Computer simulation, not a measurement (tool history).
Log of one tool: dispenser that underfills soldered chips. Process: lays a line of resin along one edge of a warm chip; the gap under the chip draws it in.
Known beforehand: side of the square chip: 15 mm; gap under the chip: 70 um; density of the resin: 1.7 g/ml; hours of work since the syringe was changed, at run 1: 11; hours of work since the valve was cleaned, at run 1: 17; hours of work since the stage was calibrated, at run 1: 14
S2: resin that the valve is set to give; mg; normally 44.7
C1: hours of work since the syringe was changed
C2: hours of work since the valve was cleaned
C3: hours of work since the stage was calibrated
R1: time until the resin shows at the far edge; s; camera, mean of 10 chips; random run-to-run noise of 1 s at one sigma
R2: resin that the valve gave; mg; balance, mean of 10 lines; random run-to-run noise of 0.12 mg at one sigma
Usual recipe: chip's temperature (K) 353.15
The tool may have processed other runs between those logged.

Run 1, day 0.000: usual settings; C1 11; C2 17; C3 14. Result: R1 250.3 s, R2 44.33 mg.
At day 0.062: new syringe of resin.
Run 2, day 0.254: usual settings; C1 4; C2 21; C3 19. Result: R1 129.6 s, R2 43.86 mg.
Run 3, day 0.542: usual settings; C1 9; C2 26; C3 24. Result: R1 203.1 s, R2 43.52 mg.
At day 0.729: new syringe of resin.
Run 4, day 0.733: usual settings; C1 0; C2 30; C3 28. Result: R1 104.9 s, R2 43.45 mg.
Run 5, day 1.038: usual settings; C1 6; C2 35; C3 33. Result: R1 158.3 s, R2 43.37 mg.
Run 6, day 1.233: usual settings; C1 9; C2 39; C3 37. Result: R1 209.7 s, R2 43.08 mg.
At day 1.388: new syringe of resin.
At day 1.496: dispensing valve cleaned and set on the balance.
Run 7, day 1.533: usual settings; C1 2; C2 1; C3 42. Result: R1 115.2 s, R2 44.46 mg.
Run 8, day 1.738: usual settings; C1 6; C2 4; C3 45. Result: R1 158.9 s, R2 44.43 mg.
Run 9, day 1.983: usual settings; C1 10; C2 9; C3 50. Result: R1 227.1 s, R2 44.34 mg.
At day 2.092: new syringe of resin.
Run 10, day 2.246: usual settings; C1 3; C2 14; C3 55. Result: R1 126.0 s, R2 44.14 mg.
Run 11, day 2.504: usual settings; C1 8; C2 19; C3 59. Result: R1 183.4 s, R2 43.84 mg.
Run 12, day 2.675: usual settings; C1 11; C2 22; C3 63. Result: R1 236.5 s, R2 43.95 mg.
At day 2.746: new syringe of resin.
Run 13, day 3.012: usual settings; C1 5; C2 28; C3 69. Result: R1 149.9 s, R2 43.62 mg.
Run 14, day 3.154: usual settings; C1 8; C2 30; C3 71. Result: R1 182.5 s, R2 43.55 mg.
At day 3.417: new syringe of resin.
Run 15, day 3.471: usual settings; C1 1; C2 36; C3 77. Result: R1 110.0 s, R2 43.32 mg.
Run 16, day 3.692: usual settings; C1 5; C2 40; C3 81. Result: R1 150.1 s, R2 43.18 mg.
At day 3.883: dispensing valve cleaned and set on the balance.
Run 17, day 4.000: usual settings; C1 10; C2 2; C3 86. Result: R1 223.5 s, R2 44.47 mg.
At day 4.108: new syringe of resin.
Run 18, day 4.321: usual settings; C1 4; C2 8; C3 92. Result: R1 137.7 s, R2 44.38 mg.
Run 19, day 4.612: usual settings; C1 9; C2 13; C3 97. Result: R1 213.2 s, R2 43.87 mg.
At day 4.779: new syringe of resin.
Run 20, day 4.858: usual settings but S2 50.0 mg; C1 1; C2 18; C3 102. Result: R1 112.8 s, R2 49.03 mg.
Run 21, day 5.104: usual settings but S2 50.0 mg; C1 6; C2 22; C3 106. Result: R1 161.4 s, R2 48.88 mg.
Run 22, day 5.258: usual settings but chip's temperature (K) 365.15, S2 50.0 mg; C1 9; C2 25; C3 109. Result: R1 121.6 s, R2 48.75 mg.
At day 5.446: new syringe of resin.
Run 23, day 5.529: usual settings but chip's temperature (K) 339.15, S2 45.9 mg; C1 2; C2 30; C3 114. Result: R1 220.6 s, R2 44.75 mg.
Run 24, day 5.792: usual settings but chip's temperature (K) 339.15, S2 45.9 mg; C1 6; C2 35; C3 119. Result: R1 318.0 s, R2 44.44 mg.
Run 25, day 6.050: usual settings but chip's temperature (K) 363.15, S2 55.3 mg; C1 11; C2 40; C3 124. Result: R1 159.5 s, R2 53.09 mg.
At day 6.112: new syringe of resin.
At day 6.288: dispensing valve cleaned and set on the balance.
Run 26, day 6.354: usual settings but chip's temperature (K) 367.15, S2 51.9 mg; C1 4; C2 1; C3 128. Result: R1 75.8 s, R2 51.94 mg.
Run 27, day 6.592: usual settings but chip's temperature (K) 367.15, S2 51.9 mg; C1 8; C2 6; C3 133. Result: R1 107.9 s, R2 51.44 mg.
Run 28, day 6.792: usual settings but chip's temperature (K) 350.15, S2 42.6 mg; C1 12; C2 9; C3 137. Result: R1 295.2 s, R2 42.12 mg.
At day 6.817: new syringe of resin.
Run 29, day 7.071: usual settings but chip's temperature (K) 358.15, S2 50.0 mg; C1 5; C2 14; C3 142. Result: R1 122.1 s, R2 49.34 mg.
Run 30, day 7.317: usual settings but chip's temperature (K) 346.15, S2 44.5 mg; C1 9; C2 19; C3 146. Result: R1 291.1 s, R2 43.71 mg.
At day 7.483: new syringe of resin.
Run 31, day 7.625: usual settings but chip's temperature (K) 351.15, S2 57.8 mg; C1 3; C2 25; C3 152. Result: R1 136.2 s, R2 56.47 mg.
Run 32, day 7.758: usual settings but S2 50.2 mg; C1 5; C2 27; C3 154. Result: R1 149.4 s, R2 48.86 mg.
Run 33, day 8.029: usual settings but S2 50.2 mg; C1 10; C2 32; C3 159. Result: R1 223.1 s, R2 48.59 mg.
At day 8.146: new syringe of resin.
Run 34, day 8.296: usual settings but chip's temperature (K) 358.15, S2 39.9 mg; C1 3; C2 37; C3 164. Result: R1 105.0 s, R2 38.59 mg.
Run 35, day 8.488: usual settings but chip's temperature (K) 358.15, S2 39.9 mg; C1 6; C2 40; C3 168. Result: R1 137.2 s, R2 38.38 mg.

Run by run, hidden condition taken away, random variation retained:
Hidden state present: resin's viscosity, % of fresh resin's; dose that the valve gives, % of what is set; true chip temperature over the reading, C; drift of the gauge itself on fill_s, %; drift of the gauge itself on given_mg, %.
run     R1     R2
  1  100.1  44.99
  2   97.5  44.70
  3  100.1  44.58
  4  102.8  44.65
  5   99.6  44.78
  6   98.5  44.65
  7   98.9  44.42
  8  100.8  44.54
  9  100.9  44.63
 10  100.0  44.61
 11   99.9  44.51
 12  100.3  44.76
 13   99.2  44.68
 14   98.2  44.70
 15  100.5  44.70
 16   99.4  44.71
 17  100.6  44.62
 18  100.1  44.76
 19  100.7  44.46
 20   99.0  49.88
 21   98.7  49.96
 22   59.5  49.95
 23  189.7  46.04
 24  186.4  45.95
 25   64.2  55.13
 26   55.0  52.02
 27   55.5  51.71
 28  113.6  42.48
 29   81.7  49.98
 30  134.9  44.47
 31  108.5  57.74
 32   98.3  50.07
 33   98.2  50.03
 34   83.3  39.91
 35   82.0  39.82
